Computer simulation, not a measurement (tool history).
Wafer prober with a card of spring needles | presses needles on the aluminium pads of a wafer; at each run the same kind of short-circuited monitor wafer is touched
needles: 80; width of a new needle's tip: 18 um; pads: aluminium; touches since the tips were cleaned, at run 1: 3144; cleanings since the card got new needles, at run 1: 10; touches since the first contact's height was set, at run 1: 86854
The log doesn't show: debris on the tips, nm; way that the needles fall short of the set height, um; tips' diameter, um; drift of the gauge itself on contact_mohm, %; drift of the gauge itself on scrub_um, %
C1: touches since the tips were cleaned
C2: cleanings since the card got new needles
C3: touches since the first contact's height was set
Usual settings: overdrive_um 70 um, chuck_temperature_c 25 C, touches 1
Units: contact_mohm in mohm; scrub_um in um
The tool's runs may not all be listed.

Run 1, hour 0.0: usual settings; C1 3144; C2 10; C3 86854. Result: contact_mohm 237 mohm, scrub_um 16.42 um.
At hour 6.6: tips cleaned on abrasive film.
Run 2, hour 14.2: usual settings but overdrive_um 84 um; C1 4839; C2 11; C3 95817. Result: contact_mohm 232 mohm, scrub_um 19.56 um.
At hour 18.9: tips cleaned on abrasive film.
At hour 25.5: height of the first contact set anew.
At hour 30.3: tips cleaned on abrasive film.
Run 3, hour 35.6: usual settings but chuck_temperature_c 58 C; C1 3339; C2 13; C3 6334. Result: contact_mohm 248 mohm, scrub_um 16.45 um.
At hour 41.9: tips cleaned on abrasive film.
At hour 53.7: tips cleaned on abrasive film.
At hour 65.2: tips cleaned on abrasive film.
Run 4, hour 65.7: usual settings but touches 2; C1 339; C2 16; C3 25231. Result: contact_mohm 234 mohm, scrub_um 16.54 um.
At hour 77.9: tips cleaned on abrasive film.
At hour 90.7: tips cleaned on abrasive film.
Run 5, hour 97.0: usual settings but touches 2; C1 4026; C2 18; C3 44954. Result: contact_mohm 236 mohm, scrub_um 16.38 um.
At hour 103.4: tips cleaned on abrasive film.
Run 6, hour 112.2: usual settings but touches 2; C1 5582; C2 19; C3 54504. Result: contact_mohm 241 mohm, scrub_um 16.44 um.
At hour 114.9: tips cleaned on abrasive film.
At hour 128.3: tips cleaned on abrasive film.
Run 7, hour 135.7: usual settings; C1 4703; C2 21; C3 69263. Result: contact_mohm 237 mohm, scrub_um 16.44 um.
At hour 139.8: tips cleaned on abrasive film.
At hour 151.5: tips cleaned on abrasive film.
At hour 164.1: tips cleaned on abrasive film.
Run 8, hour 166.1: usual settings; C1 1315; C2 24; C3 88371. Result: contact_mohm 235 mohm, scrub_um 16.36 um.
At hour 176.2: tips cleaned on abrasive film.
At hour 188.6: tips cleaned on abrasive film.
At hour 188.9: height of the first contact set anew.
Run 9, hour 195.9: usual settings; C1 4431; C2 26; C3 4431. Result: contact_mohm 235 mohm, scrub_um 16.49 um.
At hour 200.1: tips cleaned on abrasive film.
At hour 213.4: tips cleaned on abrasive film.
At hour 224.6: tips cleaned on abrasive film.
Run 10, hour 224.6: usual settings but overdrive_um 63 um; C1 0; C2 29; C3 22447. Result: contact_mohm 239 mohm, scrub_um 14.80 um.
At hour 235.9: tips cleaned on abrasive film.
At hour 248.2: tips cleaned on abrasive film.
Run 11, hour 249.6: usual settings but overdrive_um 63 um; C1 867; C2 31; C3 38176. Result: contact_mohm 242 mohm, scrub_um 14.75 um.
At hour 259.5: tips cleaned on abrasive film.
Run 12, hour 264.4: usual settings but overdrive_um 63 um; C1 3099; C2 32; C3 47488. Result: contact_mohm 238 mohm, scrub_um 14.74 um.
At hour 270.6: tips cleaned on abrasive film.
At hour 284.0: tips cleaned on abrasive film.
Run 13, hour 288.6: usual settings but overdrive_um 63 um; C1 2902; C2 34; C3 62677. Result: contact_mohm 239 mohm, scrub_um 14.83 um.
At hour 295.1: tips cleaned on abrasive film.
At hour 306.3: tips cleaned on abrasive film.
Run 14, hour 306.5: usual settings; C1 133; C2 36; C3 73917. Result: contact_mohm 235 mohm, scrub_um 16.43 um.
At hour 317.3: tips cleaned on abrasive film.
Run 15, hour 325.7: usual settings; C1 5298; C2 37; C3 86030. Result: contact_mohm 233 mohm, scrub_um 16.40 um.
At hour 329.6: tips cleaned on abrasive film.
At hour 343.3: tips cleaned on abrasive film.
At hour 352.8: height of the first contact set anew.
At hour 355.2: tips cleaned on abrasive film.
Run 16, hour 356.2: usual settings but chuck_temperature_c 37 C; C1 672; C2 40; C3 2140. Result: contact_mohm 241 mohm, scrub_um 16.43 um.
At hour 367.6: tips cleaned on abrasive film.
At hour 381.2: tips cleaned on abrasive film.
Run 17, hour 386.1: usual settings but overdrive_um 69 um, chuck_temperature_c 37 C; C1 3059; C2 42; C3 20919. Result: contact_mohm 239 mohm, scrub_um 16.18 um.
At hour 393.9: tips cleaned on abrasive film.
At hour 405.9: tips cleaned on abrasive film.
Run 18, hour 409.2: usual settings but overdrive_um 54 um, chuck_temperature_c 37 C, touches 3; C1 2107; C2 44; C3 35443. Result: contact_mohm 248 mohm, scrub_um 12.61 um.
At hour 419.2: tips cleaned on abrasive film.
Run 19, hour 425.1: usual settings but overdrive_um 79 um, chuck_temperature_c 37 C, touches 3; C1 3728; C2 45; C3 45452. Result: contact_mohm 239 mohm, scrub_um 18.52 um.
At hour 431.7: tips cleaned on abrasive film.
At hour 444.2: tips cleaned on abrasive film.
Run 20, hour 448.7: usual settings but overdrive_um 54 um; C1 2847; C2 47; C3 60279. Result: contact_mohm 246 mohm, scrub_um 12.67 um.
At hour 456.1: tips cleaned on abrasive film.
Run 21, hour 466.7: usual settings but overdrive_um 54 um; C1 6750; C2 48; C3 71682. Result: contact_mohm 245 mohm, scrub_um 12.57 um.
At hour 468.9: tips cleaned on abrasive film.
At hour 480.8: tips cleaned on abrasive film.
Run 22, hour 483.3: usual settings but overdrive_um 59 um, chuck_temperature_c 45 C, touches 3; C1 1568; C2 50; C3 82059. Result: contact_mohm 246 mohm, scrub_um 13.76 um.
At hour 492.4: tips cleaned on abrasive film.
Run 23, hour 496.8: usual settings but overdrive_um 86 um, touches 3; C1 2788; C2 51; C3 90563. Result: contact_mohm 231 mohm, scrub_um 20.12 um.
At hour 503.7: tips cleaned on abrasive film.
Run 24, hour 511.8: usual settings but overdrive_um 86 um, chuck_temperature_c 46 C, touches 3; C1 5108; C2 52; C3 99959. Result: contact_mohm 241 mohm, scrub_um 20.23 um.
At hour 515.2: tips cleaned on abrasive film.
At hour 515.5: height of the first contact set anew.
At hour 526.8: tips cleaned on abrasive film.
Run 25, hour 529.3: usual settings but overdrive_um 86 um, chuck_temperature_c 46 C, touches 3; C1 1564; C2 54; C3 8683. Result: contact_mohm 239 mohm, scrub_um 20.20 um.
At hour 538.4: tips cleaned on abrasive film.
At hour 550.1: tips cleaned on abrasive film.
Run 26, hour 553.5: usual settings but overdrive_um 74 um, chuck_temperature_c 52 C, touches 3; C1 2197; C2 56; C3 23942. Result: contact_mohm 242 mohm, scrub_um 17.46 um.
At hour 561.6: tips cleaned on abrasive film.
Run 27, hour 569.5: usual settings but overdrive_um 74 um, chuck_temperature_c 52 C, touches 3; C1 5055; C2 57; C3 34030. Result: contact_mohm 247 mohm, scrub_um 17.34 um.
At hour 572.8: tips cleaned on abrasive film.
At hour 584.6: tips cleaned on abrasive film.
Run 28, hour 594.7: usual settings but overdrive_um 64 um, chuck_temperature_c 120 C, touches 3; C1 6372; C2 59; C3 49831. Result: contact_mohm 265 mohm, scrub_um 15.00 um.
At hour 596.3: tips cleaned on abrasive film.
At hour 609.6: tips cleaned on abrasive film.
At hour 621.8: tips cleaned on abrasive film.
Run 29, hour 622.8: usual settings but overdrive_um 83 um, chuck_temperature_c 83 C; C1 639; C2 62; C3 67449. Result: contact_mohm 251 mohm, scrub_um 19.36 um.
At hour 633.6: tips cleaned on abrasive film.
At hour 644.9: tips cleaned on abrasive film.
Run 30, hour 646.3: usual settings but overdrive_um 53 um, chuck_temperature_c 83 C; C1 888; C2 64; C3 82210. Result: contact_mohm 261 mohm, scrub_um 12.40 um.
At hour 657.0: tips cleaned on abrasive film.
At hour 669.3: tips cleaned on abrasive film.
Run 31, hour 675.0: usual settings but overdrive_um 64 um, chuck_temperature_c 49 C; C1 3638; C2 66; C3 100319. Result: contact_mohm 250 mohm, scrub_um 14.92 um.

3 ways to go on from here, each from the tool as it stands after run 31. What would each give?
At hour 679.1: height of the first contact set anew.
At hour 682.8: tips cleaned on abrasive film.
Run A, hour 693.0: usual settings but overdrive_um 65 um, chuck_temperature_c 102 C; C1 6456; C2 67; C3 8735. Result: contact_mohm ?, scrub_um ?.
At hour 679.1: height of the first contact set anew.
At hour 682.8: tips cleaned on abrasive film.
Run B, hour 693.0: usual settings but overdrive_um 50 um, chuck_temperature_c 77 C; C1 6456; C2 67; C3 8735. Result: contact_mohm ?, scrub_um ?.
At hour 679.1: height of the first contact set anew.
At hour 682.8: tips cleaned on abrasive film.
Run C, hour 693.0: usual settings but overdrive_um 74 um, chuck_temperature_c 28 C; C1 6456; C2 67; C3 8735. Result: contact_mohm ?, scrub_um ?.

run  contact_mohm  scrub_um
  A           260     15.27
  B           260     11.81
  C           239     17.34
Without the tool's hidden state the same runs would have given:
run  contact_mohm  scrub_um
  A           260     15.27
  B           260     11.81
  C           239     17.34
